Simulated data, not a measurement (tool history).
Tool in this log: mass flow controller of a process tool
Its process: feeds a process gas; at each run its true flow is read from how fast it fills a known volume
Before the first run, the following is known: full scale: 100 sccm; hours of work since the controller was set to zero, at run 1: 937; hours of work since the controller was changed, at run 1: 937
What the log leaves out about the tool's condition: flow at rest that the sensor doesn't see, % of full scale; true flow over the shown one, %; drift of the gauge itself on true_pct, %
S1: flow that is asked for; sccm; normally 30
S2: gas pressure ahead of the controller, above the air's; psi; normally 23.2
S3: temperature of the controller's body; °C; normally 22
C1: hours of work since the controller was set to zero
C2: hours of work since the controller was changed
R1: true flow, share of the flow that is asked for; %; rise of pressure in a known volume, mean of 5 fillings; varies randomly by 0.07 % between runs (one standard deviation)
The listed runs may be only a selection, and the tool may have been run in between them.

Run 1, hour 0.0: usual settings; C1 937; C2 937. Result: R1 99.13 %.
Run 2, hour 150.4: usual settings; C1 1022; C2 1022. Result: R1 99.47 %.
Run 3, hour 267.6: usual settings; C1 1089; C2 1089. Result: R1 99.52 %.
Run 4, hour 367.8: usual settings; C1 1145; C2 1145. Result: R1 99.65 %.
Run 5, hour 440.6: usual settings; C1 1187; C2 1187. Result: R1 99.85 %.
Run 6, hour 564.0: usual settings; C1 1257; C2 1257. Result: R1 99.83 %.
Run 7, hour 706.2: usual settings but S1 58 sccm; C1 1337; C2 1337. Result: R1 100.53 %.
Run 8, hour 796.2: usual settings but S1 58 sccm; C1 1388; C2 1388. Result: R1 100.64 %.
Run 9, hour 903.7: usual settings but S1 58 sccm; C1 1449; C2 1449. Result: R1 100.76 %.
Run 10, hour 990.4: usual settings but S1 50 sccm, S2 20.9 psi, S3 27 °C; C1 1498; C2 1498. Result: R1 100.44 %.
Run 11, hour 1109.9: usual settings but S1 28 sccm, S2 31.8 psi, S3 37 °C; C1 1566; C2 1566. Result: R1 99.29 %.
Run 12, hour 1180.9: usual settings but S1 88 sccm, S2 31.8 psi, S3 38 °C; C1 1606; C2 1606. Result: R1 100.40 %.
Run 13, hour 1274.8: usual settings but S1 88 sccm, S2 31.5 psi, S3 38 °C; C1 1660; C2 1660. Result: R1 100.53 %.
Run 14, hour 1393.6: usual settings but S1 88 sccm, S2 31.5 psi, S3 38 °C; C1 1727; C2 1727. Result: R1 100.66 %.
Run 15, hour 1499.6: usual settings but S1 88 sccm, S2 31.5 psi, S3 38 °C; C1 1787; C2 1787. Result: R1 100.72 %.
Run 16, hour 1606.5: usual settings but S1 11 sccm; C1 1848; C2 1848. Result: R1 100.73 %.
Run 17, hour 1753.5: usual settings but S1 14 sccm, S2 20.5 psi, S3 40 °C; C1 1931; C2 1931. Result: R1 100.28 %.
Run 18, hour 1889.8: usual settings but S1 14 sccm, S2 20.5 psi, S3 40 °C; C1 2008; C2 2008. Result: R1 100.36 %.

For each run, the measured value with the value that run would have given without the tool's hidden condition subtracted. The run-to-run variation is shared by both, the gauge scatter possibly not:
run     R1
  1  +0.00
  2  +0.18
  3  +0.31
  4  +0.42
  5  +0.51
  6  +0.65
  7  +0.81
  8  +0.91
  9  +1.04
 10  +1.13
 11  +1.26
 12  +1.35
 13  +1.45
 14  +1.60
 15  +1.72
 16  +1.85
 17  +2.01
 18  +2.16

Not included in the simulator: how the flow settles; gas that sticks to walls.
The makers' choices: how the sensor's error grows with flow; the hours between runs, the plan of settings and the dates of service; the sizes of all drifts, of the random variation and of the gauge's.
